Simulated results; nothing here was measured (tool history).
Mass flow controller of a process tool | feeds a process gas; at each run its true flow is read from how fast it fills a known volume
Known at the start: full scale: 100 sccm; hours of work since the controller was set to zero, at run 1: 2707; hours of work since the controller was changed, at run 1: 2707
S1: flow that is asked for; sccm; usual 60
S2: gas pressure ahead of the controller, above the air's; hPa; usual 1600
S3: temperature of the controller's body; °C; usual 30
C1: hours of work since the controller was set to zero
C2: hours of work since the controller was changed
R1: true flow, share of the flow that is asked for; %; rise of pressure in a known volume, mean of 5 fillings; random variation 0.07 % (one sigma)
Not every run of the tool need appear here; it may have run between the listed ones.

run,hour,S1,S2,S3,C1,C2,R1
1,0.0,60,1600,30,2707,2707,100.03
2,93.6,60,1600,30,2780,2780,100.15
3,225.2,60,1720,30,2884,2884,100.18
4,340.3,60,1720,30,2974,2974,100.20
5,481.1,60,1720,30,3085,3085,100.22
6,553.9,78,1600,30,3142,3142,100.70
7,625.3,78,1600,30,3199,3199,100.83
8,736.5,60,1790,30,3286,3286,100.42
9,893.9,30,2190,33,3410,3410,99.58
10,969.6,84,1600,31,3469,3469,101.15
11,1093.4,84,1600,31,3567,3567,101.10
12,1217.2,50,1480,22,3664,3664,101.44
13,1361.3,50,1480,22,3778,3778,101.57
14,1525.3,50,1480,22,3907,3907,101.77
15,1687.5,60,1600,36,4034,4034,100.24
16,1814.4,60,2040,28,4134,4134,101.25

Alternative continuations, all from the tool just after run 16; predict every row:
A,1937.1,18,1600,23,4231,4231,?
B,1937.1,60,2040,28,4231,4231,?
C,1937.1,21,2040,23,4231,4231,?
D,1937.1,60,2500,35,4231,4231,?
E,1937.1,15,2040,28,4231,4231,?

run,R1
A,102.37
B,101.28
C,102.11
D,100.32
E,102.04
The same runs, with their run-to-run variation unchanged, on a tool lacking any hidden condition would have given:
run,R1
A,97.66
B,98.39
C,97.77
D,97.44
E,96.81
